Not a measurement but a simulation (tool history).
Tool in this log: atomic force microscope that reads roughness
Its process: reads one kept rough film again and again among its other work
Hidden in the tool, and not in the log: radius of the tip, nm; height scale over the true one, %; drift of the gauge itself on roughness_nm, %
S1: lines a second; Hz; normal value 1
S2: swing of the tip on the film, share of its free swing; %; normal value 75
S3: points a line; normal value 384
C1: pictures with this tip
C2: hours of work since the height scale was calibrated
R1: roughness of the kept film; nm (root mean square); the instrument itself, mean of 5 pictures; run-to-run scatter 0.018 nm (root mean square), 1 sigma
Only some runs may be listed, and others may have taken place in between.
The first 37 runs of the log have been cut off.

| run | hour | S1 | S2 | S3 | C1 | C2 | R1 |
|---|---|---|---|---|---|---|---|
|  | 897.4 | new tip fitted |
| 38 | 913.2 | 1.18 | 60 | 384 | 36 | 1109 | 4.534 |
| 39 | 935.8 | 1.81 | 85 | 574 | 87 | 1124 | 3.752 |
| 40 | 962.6 | 0.61 | 62 | 935 | 149 | 1142 | 4.324 |
| 41 | 983.7 | 0.54 | 75 | 264 | 197 | 1156 | 4.063 |
| 42 | 1010.3 | 1.43 | 75 | 460 | 258 | 1174 | 3.739 |
| 43 | 1024.8 | 1.43 | 75 | 460 | 291 | 1184 | 3.665 |
|  | 1049.2 | new tip fitted |
| 44 | 1060.8 | 3.38 | 75 | 585 | 26 | 1208 | 3.777 |
| 45 | 1079.8 | 3.38 | 79 | 585 | 69 | 1220 | 3.546 |
| 46 | 1110.5 | 1 | 77 | 406 | 139 | 1241 | 4.074 |
| 47 | 1139.2 | 1 | 77 | 406 | 205 | 1260 | 3.94 |
| 48 | 1158.9 | 1 | 77 | 406 | 250 | 1274 | 3.853 |
| 49 | 1175.4 | 0.97 | 67 | 513 | 288 | 1285 | 3.883 |
|  | 1200.3 | new tip fitted |
| 50 | 1200.3 | 1.27 | 60 | 384 | 0 | 1301 | 4.642 |
| 51 | 1215 | 1.57 | 81 | 384 | 33 | 1311 | 4.089 |
| 52 | 1250.4 | 0.82 | 61 | 990 | 114 | 1335 | 4.353 |
| 53 | 1285.5 | 0.82 | 61 | 990 | 194 | 1358 | 4.17 |

Consider 4 possible next runs. They are alternatives, not a sequence: every one starts from the tool as it was left by run 53. What does each give?
| A | 1314.9 | 0.95 | 75 | 322 | 262 | 1378 | ? |
| B | 1314.9 | 1.25 | 88 | 384 | 262 | 1378 | ? |
| C | 1314.9 | 1 | 86 | 384 | 262 | 1378 | ? |
| D | 1314.9 | 0.56 | 61 | 395 | 262 | 1378 | ? |

| run | R1 |
|---|---|
| A | 3.864 |
| B | 3.479 |
| C | 3.625 |
| D | 4.054 |
With the hidden condition removed and each run's random variation left untouched, the same runs would have given:
| run | R1 |
|---|---|
| A | 4.506 |
| B | 4.057 |
| C | 4.226 |
| D | 4.726 |
